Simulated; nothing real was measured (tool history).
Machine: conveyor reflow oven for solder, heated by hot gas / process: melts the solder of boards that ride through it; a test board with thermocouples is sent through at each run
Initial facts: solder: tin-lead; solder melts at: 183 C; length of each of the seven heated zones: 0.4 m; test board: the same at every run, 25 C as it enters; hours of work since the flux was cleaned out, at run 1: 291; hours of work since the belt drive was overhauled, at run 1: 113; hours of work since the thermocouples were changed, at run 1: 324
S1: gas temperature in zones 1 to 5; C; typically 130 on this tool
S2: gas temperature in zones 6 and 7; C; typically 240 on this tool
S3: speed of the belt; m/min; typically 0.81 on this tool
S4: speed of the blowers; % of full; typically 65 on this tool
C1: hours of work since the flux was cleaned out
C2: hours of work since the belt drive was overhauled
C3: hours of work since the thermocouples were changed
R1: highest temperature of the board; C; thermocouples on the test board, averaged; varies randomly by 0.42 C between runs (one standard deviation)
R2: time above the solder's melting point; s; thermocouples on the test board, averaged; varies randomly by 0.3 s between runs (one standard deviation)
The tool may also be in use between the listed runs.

run     day   S1   S2     S3  S4   C1   C2   C3     R1    R2
  1       0  130  240   0.81  65  291  113  324  209.7  34.6
  2   0.404  130  240   0.81  65  297  120  330  209.6  35.6
  3   0.692  130  240   0.81  65  302  124  335  209.5    35
  4   0.912  130  240   0.81  65  305  128  338  209.6  35.2
  5   1.208  130  240   0.81  65  310  132  343  209.6  35.4
      1.446  -- flux residue cleaned out of gas plates and filters
  6   1.917  130  240   0.81  65    7  140  351  212.7  37.8
  7   2.138  130  240   0.81  65   11  144  354  212.1  37.9
  8   2.483  130  240   0.81  65   16  149  360  212.6  37.7
  9   2.846  134  240   0.81  65   22  155  365    213  39.7
 10   3.083  130  240   0.81  65   26  158  369  212.3    38
 11   3.492  130  240   0.81  65   32  165  375    211  37.7
 12   3.933  130  240   0.81  65   39  172  382  212.1  38.4
 13   4.154  130  240   0.81  65   42  175  386  212.2  37.5
 14   4.492  130  240   0.81  65   48  180  391  211.9  37.7
 15   4.817  130  240   0.81  65   53  186  396  212.2  37.9
 16   5.325  141  236   0.81  65   61  193  404    211  40.2
 17   5.729  141  236   0.81  65   67  200  410  210.9  39.9
 18    6.25  141  236   0.81  65   75  208  419  211.2  39.8
      6.438  -- belt drive overhauled, speed set with a stopwatch
 19   6.846  128  240   0.81  72   82    6  425    214  39.2
 20   7.075  136  240   0.81  65   85   10  429  212.8  40.2
 21   7.475  136  240   0.81  65   92   16  435  213.3    40
 22   7.962  137  240   0.81  72   99   24  443  214.9  42.2
      8.175  -- belt drive overhauled, speed set with a stopwatch, once more
 23   8.638  137  246   0.81  55  107    7  451  213.3  40.1
 24   8.912  137  246  0.681  55  112   12  455  220.8  54.4
 25   9.133  127  229  0.828  51  115   15  459  194.9  18.2
 26   9.529  128  252  0.711  61  121   21  465  225.1  52.1
 27   9.792  128  250  0.944  61  125   25  469  208.9  28.7
 28  10.171  128  250  0.934  82  131   31  475  217.2  35.4
 29  10.462  135  246  0.937  63  136   36  479  209.2    30
 30  10.792  135  246  0.937  63  141   41  484  208.9  30.5

Each row is a separate what-if for the run after 30, all from the same tool condition, not one after another. Results?
  A  11.062  135  239  0.937  85  145  45  489   ?   ?
  B  11.062  135  229  0.937  65  145  45  489   ?   ?
  C  11.062  119  246  0.937  63  145  45  489   ?   ?
  D  11.062  133  229  0.807  65  145  45  489   ?   ?

run     R1    R2
  A  210.6  32.8
  B  197.2  19.9
  C  204.6  23.5
  D  202.2  30.3
Without the tool's hidden state the same runs would have given:
run     R1    R2
  A  213.5  34.7
  B  199.8  22.5
  C  207.4  25.8
  D  204.7  32.8

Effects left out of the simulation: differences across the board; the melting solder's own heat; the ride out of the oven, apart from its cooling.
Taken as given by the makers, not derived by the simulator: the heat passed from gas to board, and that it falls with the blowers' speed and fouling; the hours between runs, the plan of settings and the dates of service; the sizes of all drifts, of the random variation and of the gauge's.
